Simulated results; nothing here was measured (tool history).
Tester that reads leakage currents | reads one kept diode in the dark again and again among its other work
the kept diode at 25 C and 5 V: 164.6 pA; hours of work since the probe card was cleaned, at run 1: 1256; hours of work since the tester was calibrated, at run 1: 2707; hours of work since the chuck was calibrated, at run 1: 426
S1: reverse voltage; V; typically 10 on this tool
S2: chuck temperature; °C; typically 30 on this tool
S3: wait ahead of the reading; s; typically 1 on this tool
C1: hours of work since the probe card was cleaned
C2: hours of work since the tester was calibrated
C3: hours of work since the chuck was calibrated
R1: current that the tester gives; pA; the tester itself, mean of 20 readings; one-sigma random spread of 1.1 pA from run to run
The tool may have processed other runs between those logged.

run,hour,S1,S2,S3,C1,C2,C3,R1
1,0,10,30,1,1256,2707,426,375.44
2,268.3,10,30,1,1366,2817,536,376.15
3,385.5,10,30,1,1414,2865,585,378.07
# hour 415.3: chuck's temperature calibrated
4,653.4,10,30,1,1523,2975,98,378.33
5,804,10,30,1,1585,3036,159,377.05
6,1040.7,10,30,1,1682,3134,257,377.63
7,1154.9,10,30,1,1729,3180,303,377.22
8,1317.6,10,30,1,1796,3247,370,377.44
9,1530.7,10.9,28,8.72,1883,3335,458,334.53
10,1697.8,11.2,30,0.84,1952,3403,526,403.8
11,1841,10,36,1,2011,3462,585,609.71
# hour 1864.7: chuck's temperature calibrated
12,2048.5,10,36,1,2095,3546,75,610.6
13,2283.6,10,36,1,2191,3643,172,612.89
14,2542.3,10,27,0.34,2298,3749,278,296.51

Consider 5 possible next runs. They are alternatives, not a sequence: every one starts from the tool as it was left by run 14. What does each give?
A,2795.2,10.1,57,0.73,2401,3853,382,?
B,2795.2,10.6,27,0.34,2401,3853,382,?
C,2795.2,2.7,30,1.01,2401,3853,382,?
D,2795.2,1.4,22,0.34,2401,3853,382,?
E,2795.2,2.3,30,1,2401,3853,382,?

run,R1
A,2908.05
B,307.07
C,174.29
D,60.5
E,158.53
What these runs would have given with no unlogged condition in the tool:
run,R1
A,2911.37
B,307.14
C,174.45
D,60.54
E,158.68

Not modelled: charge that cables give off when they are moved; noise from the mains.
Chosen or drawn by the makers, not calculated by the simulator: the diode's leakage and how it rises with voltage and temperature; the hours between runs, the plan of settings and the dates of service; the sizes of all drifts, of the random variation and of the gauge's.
